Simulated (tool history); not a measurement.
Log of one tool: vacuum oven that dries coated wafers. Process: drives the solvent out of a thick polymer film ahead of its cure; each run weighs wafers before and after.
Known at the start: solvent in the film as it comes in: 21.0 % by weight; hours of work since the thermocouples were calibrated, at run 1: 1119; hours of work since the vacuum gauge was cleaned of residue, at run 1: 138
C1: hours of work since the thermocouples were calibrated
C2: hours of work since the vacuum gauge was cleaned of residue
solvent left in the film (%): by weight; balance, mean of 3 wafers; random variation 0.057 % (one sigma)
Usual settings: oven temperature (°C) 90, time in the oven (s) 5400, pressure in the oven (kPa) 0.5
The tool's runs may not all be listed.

{"run": 1, "hour": 0.0, "oven temperature (°C)": 90, "time in the oven (s)": 5400, "pressure in the oven (kPa)": 0.5, "C1": 1119, "C2": 138, "solvent left in the film (%)": 2.22}
{"run": 2, "hour": 85.1, "oven temperature (°C)": 77, "time in the oven (s)": 5400, "pressure in the oven (kPa)": 0.5, "C1": 1174, "C2": 192, "solvent left in the film (%)": 7.17}
{"run": 3, "hour": 167.8, "oven temperature (°C)": 77, "time in the oven (s)": 5400, "pressure in the oven (kPa)": 0.5, "C1": 1227, "C2": 245, "solvent left in the film (%)": 7.16}
{"run": 4, "hour": 217.9, "oven temperature (°C)": 87, "time in the oven (s)": 5400, "pressure in the oven (kPa)": 0.5, "C1": 1259, "C2": 278, "solvent left in the film (%)": 3.06}
{"run": 5, "hour": 272.9, "oven temperature (°C)": 90, "time in the oven (s)": 6540, "pressure in the oven (kPa)": 0.5, "C1": 1295, "C2": 313, "solvent left in the film (%)": 1.48}
{"run": 6, "hour": 360.1, "oven temperature (°C)": 90, "time in the oven (s)": 4080, "pressure in the oven (kPa)": 0.5, "C1": 1351, "C2": 369, "solvent left in the film (%)": 3.36}
{"run": 7, "hour": 397.5, "oven temperature (°C)": 90, "time in the oven (s)": 5400, "pressure in the oven (kPa)": 0.5, "C1": 1375, "C2": 393, "solvent left in the film (%)": 2.18}
{"run": 8, "hour": 440.3, "oven temperature (°C)": 90, "time in the oven (s)": 5400, "pressure in the oven (kPa)": 0.5, "C1": 1402, "C2": 421, "solvent left in the film (%)": 2.16}
{"hour": 462.1, "done": "oven's thermocouples calibrated"}
{"run": 9, "hour": 488.5, "oven temperature (°C)": 90, "time in the oven (s)": 5400, "pressure in the oven (kPa)": 0.5, "C1": 17, "C2": 450, "solvent left in the film (%)": 3.03}
{"run": 10, "hour": 562.2, "oven temperature (°C)": 90, "time in the oven (s)": 5400, "pressure in the oven (kPa)": 0.5, "C1": 64, "C2": 498, "solvent left in the film (%)": 3.09}
{"run": 11, "hour": 612.7, "oven temperature (°C)": 90, "time in the oven (s)": 5400, "pressure in the oven (kPa)": 0.5, "C1": 97, "C2": 530, "solvent left in the film (%)": 3.16}
{"run": 12, "hour": 690.5, "oven temperature (°C)": 90, "time in the oven (s)": 5400, "pressure in the oven (kPa)": 0.5, "C1": 147, "C2": 580, "solvent left in the film (%)": 3.21}
{"run": 13, "hour": 767.0, "oven temperature (°C)": 90, "time in the oven (s)": 5400, "pressure in the oven (kPa)": 0.5, "C1": 196, "C2": 629, "solvent left in the film (%)": 3.09}
{"run": 14, "hour": 829.9, "oven temperature (°C)": 90, "time in the oven (s)": 5400, "pressure in the oven (kPa)": 0.5, "C1": 236, "C2": 670, "solvent left in the film (%)": 3.24}
{"run": 15, "hour": 901.5, "oven temperature (°C)": 90, "time in the oven (s)": 5400, "pressure in the oven (kPa)": 0.5, "C1": 282, "C2": 716, "solvent left in the film (%)": 3.17}
{"run": 16, "hour": 981.1, "oven temperature (°C)": 90, "time in the oven (s)": 5400, "pressure in the oven (kPa)": 0.5, "C1": 333, "C2": 767, "solvent left in the film (%)": 3.07}
{"run": 17, "hour": 1062.5, "oven temperature (°C)": 90, "time in the oven (s)": 7860, "pressure in the oven (kPa)": 0.5, "C1": 386, "C2": 819, "solvent left in the film (%)": 1.85}
{"run": 18, "hour": 1116.1, "oven temperature (°C)": 90, "time in the oven (s)": 7860, "pressure in the oven (kPa)": 0.5, "C1": 420, "C2": 853, "solvent left in the film (%)": 1.76}
{"run": 19, "hour": 1158.5, "oven temperature (°C)": 90, "time in the oven (s)": 7860, "pressure in the oven (kPa)": 0.5, "C1": 447, "C2": 881, "solvent left in the film (%)": 1.79}
{"run": 20, "hour": 1224.4, "oven temperature (°C)": 89, "time in the oven (s)": 5400, "pressure in the oven (kPa)": 0.5, "C1": 490, "C2": 923, "solvent left in the film (%)": 3.35}
{"run": 21, "hour": 1297.3, "oven temperature (°C)": 89, "time in the oven (s)": 5400, "pressure in the oven (kPa)": 0.5, "C1": 537, "C2": 970, "solvent left in the film (%)": 3.52}
{"run": 22, "hour": 1333.9, "oven temperature (°C)": 89, "time in the oven (s)": 5400, "pressure in the oven (kPa)": 0.5, "C1": 560, "C2": 993, "solvent left in the film (%)": 3.48}
{"run": 23, "hour": 1400.7, "oven temperature (°C)": 89, "time in the oven (s)": 5400, "pressure in the oven (kPa)": 0.5, "C1": 603, "C2": 1036, "solvent left in the film (%)": 3.31}
{"run": 24, "hour": 1471.0, "oven temperature (°C)": 90, "time in the oven (s)": 5400, "pressure in the oven (kPa)": 0.456, "C1": 648, "C2": 1081, "solvent left in the film (%)": 3.1}
{"run": 25, "hour": 1537.5, "oven temperature (°C)": 101, "time in the oven (s)": 7380, "pressure in the oven (kPa)": 1.817, "C1": 691, "C2": 1124, "solvent left in the film (%)": 1.45}
{"run": 26, "hour": 1587.7, "oven temperature (°C)": 77, "time in the oven (s)": 6600, "pressure in the oven (kPa)": 0.622, "C1": 723, "C2": 1156, "solvent left in the film (%)": 7.47}
{"hour": 1621.7, "done": "vacuum gauge cleaned of residue and calibrated"}
{"run": 27, "hour": 1652.7, "oven temperature (°C)": 77, "time in the oven (s)": 5400, "pressure in the oven (kPa)": 0.539, "C1": 764, "C2": 20, "solvent left in the film (%)": 8.73}
{"run": 28, "hour": 1716.2, "oven temperature (°C)": 100, "time in the oven (s)": 5400, "pressure in the oven (kPa)": 0.442, "C1": 805, "C2": 61, "solvent left in the film (%)": 1.1}
{"run": 29, "hour": 1761.6, "oven temperature (°C)": 77, "time in the oven (s)": 3060, "pressure in the oven (kPa)": 0.931, "C1": 834, "C2": 90, "solvent left in the film (%)": 11.89}
{"run": 30, "hour": 1818.2, "oven temperature (°C)": 94, "time in the oven (s)": 5400, "pressure in the oven (kPa)": 0.307, "C1": 870, "C2": 126, "solvent left in the film (%)": 1.99}
{"hour": 1844.7, "done": "vacuum gauge cleaned of residue and calibrated, once more"}
{"run": 31, "hour": 1900.5, "oven temperature (°C)": 97, "time in the oven (s)": 5400, "pressure in the oven (kPa)": 0.431, "C1": 922, "C2": 36, "solvent left in the film (%)": 1.02}
{"run": 32, "hour": 1962.9, "oven temperature (°C)": 101, "time in the oven (s)": 8820, "pressure in the oven (kPa)": 1.699, "C1": 962, "C2": 76, "solvent left in the film (%)": 1.12}
{"run": 33, "hour": 2011.4, "oven temperature (°C)": 81, "time in the oven (s)": 7260, "pressure in the oven (kPa)": 0.656, "C1": 994, "C2": 107, "solvent left in the film (%)": 4.58}
{"run": 34, "hour": 2080.5, "oven temperature (°C)": 81, "time in the oven (s)": 7260, "pressure in the oven (kPa)": 0.656, "C1": 1038, "C2": 152, "solvent left in the film (%)": 4.44}
{"run": 35, "hour": 2138.1, "oven temperature (°C)": 75, "time in the oven (s)": 4560, "pressure in the oven (kPa)": 1.183, "C1": 1075, "C2": 189, "solvent left in the film (%)": 10.12}
{"run": 36, "hour": 2187.9, "oven temperature (°C)": 95, "time in the oven (s)": 3000, "pressure in the oven (kPa)": 0.893, "C1": 1107, "C2": 220, "solvent left in the film (%)": 4.01}
{"run": 37, "hour": 2243.7, "oven temperature (°C)": 89, "time in the oven (s)": 8100, "pressure in the oven (kPa)": 0.399, "C1": 1143, "C2": 256, "solvent left in the film (%)": 1.45}
{"run": 38, "hour": 2289.4, "oven temperature (°C)": 89, "time in the oven (s)": 8100, "pressure in the oven (kPa)": 0.399, "C1": 1172, "C2": 286, "solvent left in the film (%)": 1.36}
{"run": 39, "hour": 2336.5, "oven temperature (°C)": 90, "time in the oven (s)": 5700, "pressure in the oven (kPa)": 0.5, "C1": 1202, "C2": 316, "solvent left in the film (%)": 2.24}
{"run": 40, "hour": 2387.7, "oven temperature (°C)": 90, "time in the oven (s)": 5700, "pressure in the oven (kPa)": 0.5, "C1": 1235, "C2": 349, "solvent left in the film (%)": 2.33}
{"run": 41, "hour": 2473.4, "oven temperature (°C)": 90, "time in the oven (s)": 4320, "pressure in the oven (kPa)": 0.33, "C1": 1290, "C2": 404, "solvent left in the film (%)": 3.48}
{"run": 42, "hour": 2547.3, "oven temperature (°C)": 90, "time in the oven (s)": 4320, "pressure in the oven (kPa)": 0.33, "C1": 1338, "C2": 451, "solvent left in the film (%)": 3.35}
{"run": 43, "hour": 2609.6, "oven temperature (°C)": 90, "time in the oven (s)": 4320, "pressure in the oven (kPa)": 0.33, "C1": 1378, "C2": 491, "solvent left in the film (%)": 3.45}
{"hour": 2669.1, "done": "oven's thermocouples calibrated"}
{"run": 44, "hour": 2695.7, "oven temperature (°C)": 99, "time in the oven (s)": 5400, "pressure in the oven (kPa)": 0.5, "C1": 17, "C2": 546, "solvent left in the film (%)": 0.97}
{"run": 45, "hour": 2739.3, "oven temperature (°C)": 99, "time in the oven (s)": 5400, "pressure in the oven (kPa)": 0.5, "C1": 45, "C2": 574, "solvent left in the film (%)": 1.03}
{"run": 46, "hour": 2808.6, "oven temperature (°C)": 83, "time in the oven (s)": 5400, "pressure in the oven (kPa)": 1.144, "C1": 90, "C2": 618, "solvent left in the film (%)": 6.38}

Some steps in solvent left in the film (%) between neighbouring runs. How much of each would the tool show without its hidden state too (settings, what came in, random variation), and how much is left for the hidden state, with any gauge scatter that isn't in both results?
The hidden state here: true wafer temperature over the reading, C; true pressure over the reading, kPa; drift of the gauge itself on solvent_pct, %.
Run 8 -> 9: oven's thermocouples calibrated. solvent left in the film (%) +0.87: hidden state +0.98, all else -0.11.
Run 27 -> 28: oven temperature (°C) 77 -> 100, pressure in the oven (kPa) 0.539 -> 0.442. solvent left in the film (%) -7.63: hidden state -0.1, all else -7.53.
Run 28 -> 29: oven temperature (°C) 100 -> 77, time in the oven (s) 5400 -> 3060, pressure in the oven (kPa) 0.442 -> 0.931. solvent left in the film (%) +10.79: hidden state -0.04, all else +10.83.
Run 29 -> 30: oven temperature (°C) 77 -> 94, time in the oven (s) 3060 -> 5400, pressure in the oven (kPa) 0.931 -> 0.307. solvent left in the film (%) -9.9: hidden state +0.06, all else -9.96.
Run 30 -> 31: oven temperature (°C) 94 -> 97, pressure in the oven (kPa) 0.307 -> 0.431, vacuum gauge cleaned of residue and calibrated, once more. solvent left in the film (%) -0.97: hidden state -0.51, all else -0.46.
Run 43 -> 44: oven temperature (°C) 90 -> 99, time in the oven (s) 4320 -> 5400, pressure in the oven (kPa) 0.33 -> 0.5, oven's thermocouples calibrated. solvent left in the film (%) -2.48: hidden state +0.47, all else -2.95.

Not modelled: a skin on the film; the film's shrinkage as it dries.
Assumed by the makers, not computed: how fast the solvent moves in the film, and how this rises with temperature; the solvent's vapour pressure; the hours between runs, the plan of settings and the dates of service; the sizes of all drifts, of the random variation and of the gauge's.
